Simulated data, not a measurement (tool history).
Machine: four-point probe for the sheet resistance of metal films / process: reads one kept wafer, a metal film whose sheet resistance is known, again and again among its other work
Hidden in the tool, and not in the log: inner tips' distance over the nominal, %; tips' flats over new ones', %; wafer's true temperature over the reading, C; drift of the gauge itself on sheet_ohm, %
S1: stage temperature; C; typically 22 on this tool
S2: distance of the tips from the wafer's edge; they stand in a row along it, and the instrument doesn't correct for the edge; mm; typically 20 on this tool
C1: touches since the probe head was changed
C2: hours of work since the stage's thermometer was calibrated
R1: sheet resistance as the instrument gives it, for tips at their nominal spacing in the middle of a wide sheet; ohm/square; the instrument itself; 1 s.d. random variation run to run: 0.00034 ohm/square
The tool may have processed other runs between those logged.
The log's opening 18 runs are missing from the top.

run   hour  S1  S2      C1   C2        R1
 19  361.5  29  20  112531  517  1.678586
 20  377.9  29  20  113108  524  1.679030
 21  388.7  29  20  113489  529  1.679561
 22  408.5  29  20  114190  537  1.678826
 23  429.8  25  47  114939  545  1.682049
 24  452.6  25  47  115743  555  1.682628
 25  471.4  20  20  116407  562  1.688328
 26  496.1  22  31  117279  572  1.685650
 27  516.6  22  31  118002  581  1.686078
 28  537.1  22  23  118726  589  1.685722
 29  553.1  35  20  119290  596  1.671258
 30  563.8  33  16  119669  600  1.674276
 31  584.6  33  16  120401  609  1.673766
 32  607.0  33  11  121194  618  1.676000
 33  621.9  20   7  121719  624  1.694254
 34  646.1  20   7  122574  634  1.694285
 35  661.8  20   7  123128  640  1.694141
 36  684.9  20   7  123940  650  1.694767
 37  701.2  22  16  124516  656  1.685653
 38  721.8  32  65  125242  665  1.674065

Run 39, settings as shown, results not yet in. Your forecast:
 39  736.0  31  20  125743  671   ?

{"run 39": {"R1": 1.675401}}
Were there no unlogged condition in the tool, this run, its random variation unchanged, would have produced R1 1.684748 ohm/square.
